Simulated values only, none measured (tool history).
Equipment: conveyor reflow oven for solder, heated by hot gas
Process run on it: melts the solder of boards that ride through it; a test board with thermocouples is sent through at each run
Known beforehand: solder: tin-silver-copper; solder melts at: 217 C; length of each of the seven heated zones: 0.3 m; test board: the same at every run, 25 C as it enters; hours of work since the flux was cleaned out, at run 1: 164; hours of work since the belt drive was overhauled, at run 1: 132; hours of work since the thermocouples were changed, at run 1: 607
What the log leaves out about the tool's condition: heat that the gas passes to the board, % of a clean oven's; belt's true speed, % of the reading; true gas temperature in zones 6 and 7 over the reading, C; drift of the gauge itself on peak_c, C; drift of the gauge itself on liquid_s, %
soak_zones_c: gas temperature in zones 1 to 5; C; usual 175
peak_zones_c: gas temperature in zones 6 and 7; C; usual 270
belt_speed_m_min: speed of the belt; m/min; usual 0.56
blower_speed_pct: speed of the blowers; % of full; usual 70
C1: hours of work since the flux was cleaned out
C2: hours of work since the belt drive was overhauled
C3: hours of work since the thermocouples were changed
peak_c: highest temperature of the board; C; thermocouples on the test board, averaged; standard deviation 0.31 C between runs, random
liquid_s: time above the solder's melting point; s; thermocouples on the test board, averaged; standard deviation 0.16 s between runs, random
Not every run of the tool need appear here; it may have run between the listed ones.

{"run": 1, "hour": 0.0, "soak_zones_c": 175, "peak_zones_c": 270, "belt_speed_m_min": 0.56, "blower_speed_pct": 70, "C1": 164, "C2": 132, "C3": 607, "peak_c": 254.5, "liquid_s": 49.7}
{"hour": 15.7, "done": "flux residue cleaned out of gas plates and filters"}
{"run": 2, "hour": 22.7, "soak_zones_c": 175, "peak_zones_c": 270, "belt_speed_m_min": 0.56, "blower_speed_pct": 70, "C1": 3, "C2": 140, "C3": 616, "peak_c": 255, "liquid_s": 50.1}
{"run": 3, "hour": 40.5, "soak_zones_c": 175, "peak_zones_c": 270, "belt_speed_m_min": 0.56, "blower_speed_pct": 70, "C1": 12, "C2": 149, "C3": 625, "peak_c": 254.8, "liquid_s": 50}
{"run": 4, "hour": 76.0, "soak_zones_c": 175, "peak_zones_c": 270, "belt_speed_m_min": 0.56, "blower_speed_pct": 70, "C1": 30, "C2": 167, "C3": 642, "peak_c": 254.1, "liquid_s": 50.1}
{"run": 5, "hour": 112.8, "soak_zones_c": 175, "peak_zones_c": 270, "belt_speed_m_min": 0.56, "blower_speed_pct": 70, "C1": 48, "C2": 185, "C3": 661, "peak_c": 254, "liquid_s": 49.9}
{"run": 6, "hour": 142.3, "soak_zones_c": 175, "peak_zones_c": 270, "belt_speed_m_min": 0.597, "blower_speed_pct": 70, "C1": 63, "C2": 200, "C3": 675, "peak_c": 252.3, "liquid_s": 45.3}
{"run": 7, "hour": 175.5, "soak_zones_c": 175, "peak_zones_c": 270, "belt_speed_m_min": 0.597, "blower_speed_pct": 70, "C1": 80, "C2": 216, "C3": 692, "peak_c": 251.9, "liquid_s": 45.4}
{"run": 8, "hour": 196.3, "soak_zones_c": 175, "peak_zones_c": 270, "belt_speed_m_min": 0.56, "blower_speed_pct": 70, "C1": 90, "C2": 227, "C3": 702, "peak_c": 253.6, "liquid_s": 50}
{"run": 9, "hour": 228.3, "soak_zones_c": 175, "peak_zones_c": 270, "belt_speed_m_min": 0.56, "blower_speed_pct": 70, "C1": 106, "C2": 243, "C3": 718, "peak_c": 254, "liquid_s": 49.8}
{"run": 10, "hour": 249.6, "soak_zones_c": 175, "peak_zones_c": 270, "belt_speed_m_min": 0.56, "blower_speed_pct": 70, "C1": 116, "C2": 253, "C3": 729, "peak_c": 253.8, "liquid_s": 49.5}
{"run": 11, "hour": 273.6, "soak_zones_c": 185, "peak_zones_c": 270, "belt_speed_m_min": 0.56, "blower_speed_pct": 53, "C1": 128, "C2": 265, "C3": 741, "peak_c": 251.4, "liquid_s": 50.3}
{"run": 12, "hour": 299.3, "soak_zones_c": 185, "peak_zones_c": 270, "belt_speed_m_min": 0.56, "blower_speed_pct": 53, "C1": 141, "C2": 278, "C3": 753, "peak_c": 251.7, "liquid_s": 50.3}
{"run": 13, "hour": 316.5, "soak_zones_c": 175, "peak_zones_c": 273, "belt_speed_m_min": 0.504, "blower_speed_pct": 54, "C1": 150, "C2": 287, "C3": 762, "peak_c": 255, "liquid_s": 56.1}
{"run": 14, "hour": 340.3, "soak_zones_c": 175, "peak_zones_c": 276, "belt_speed_m_min": 0.654, "blower_speed_pct": 54, "C1": 162, "C2": 298, "C3": 774, "peak_c": 248, "liquid_s": 37.4}
{"hour": 361.2, "done": "flux residue cleaned out of gas plates and filters"}
{"run": 15, "hour": 363.6, "soak_zones_c": 175, "peak_zones_c": 276, "belt_speed_m_min": 0.654, "blower_speed_pct": 54, "C1": 1, "C2": 308, "C3": 783, "peak_c": 248.7, "liquid_s": 38.2}
{"run": 16, "hour": 389.5, "soak_zones_c": 175, "peak_zones_c": 276, "belt_speed_m_min": 0.654, "blower_speed_pct": 54, "C1": 14, "C2": 320, "C3": 796, "peak_c": 248.3, "liquid_s": 37.8}
{"run": 17, "hour": 410.3, "soak_zones_c": 183, "peak_zones_c": 281, "belt_speed_m_min": 0.631, "blower_speed_pct": 82, "C1": 24, "C2": 331, "C3": 806, "peak_c": 264.1, "liquid_s": 50.6}
{"run": 18, "hour": 451.0, "soak_zones_c": 164, "peak_zones_c": 270, "belt_speed_m_min": 0.56, "blower_speed_pct": 70, "C1": 45, "C2": 351, "C3": 826, "peak_c": 252.2, "liquid_s": 46}
{"run": 19, "hour": 486.0, "soak_zones_c": 175, "peak_zones_c": 270, "belt_speed_m_min": 0.479, "blower_speed_pct": 70, "C1": 62, "C2": 369, "C3": 844, "peak_c": 257.9, "liquid_s": 61.7}
{"run": 20, "hour": 504.1, "soak_zones_c": 175, "peak_zones_c": 270, "belt_speed_m_min": 0.603, "blower_speed_pct": 70, "C1": 71, "C2": 378, "C3": 853, "peak_c": 251.7, "liquid_s": 44.5}

Branching from run 20: 4 alternative next runs. What would each branch give?
{"run": "A", "hour": 539.5, "soak_zones_c": 175, "peak_zones_c": 277, "belt_speed_m_min": 0.603, "blower_speed_pct": 70, "C1": 89, "C2": 395, "C3": 871, "peak_c": "?", "liquid_s": "?"}
{"run": "B", "hour": 539.5, "soak_zones_c": 181, "peak_zones_c": 270, "belt_speed_m_min": 0.513, "blower_speed_pct": 70, "C1": 89, "C2": 395, "C3": 871, "peak_c": "?", "liquid_s": "?"}
{"run": "C", "hour": 539.5, "soak_zones_c": 174, "peak_zones_c": 270, "belt_speed_m_min": 0.56, "blower_speed_pct": 84, "C1": 89, "C2": 395, "C3": 871, "peak_c": "?", "liquid_s": "?"}
{"run": "D", "hour": 539.5, "soak_zones_c": 175, "peak_zones_c": 273, "belt_speed_m_min": 0.603, "blower_speed_pct": 70, "C1": 89, "C2": 395, "C3": 871, "peak_c": "?", "liquid_s": "?"}

run=A peak_c=257.2 liquid_s=47.7
run=B peak_c=256.2 liquid_s=59
run=C peak_c=256 liquid_s=51.8
run=D peak_c=254.4 liquid_s=45.8
With the hidden condition removed and each run's random variation left untouched, the same runs would have given:
run=A peak_c=259.9 liquid_s=48.8
run=B peak_c=258.9 liquid_s=60.1
run=C peak_c=258.8 liquid_s=52.9
run=D peak_c=257.1 liquid_s=47
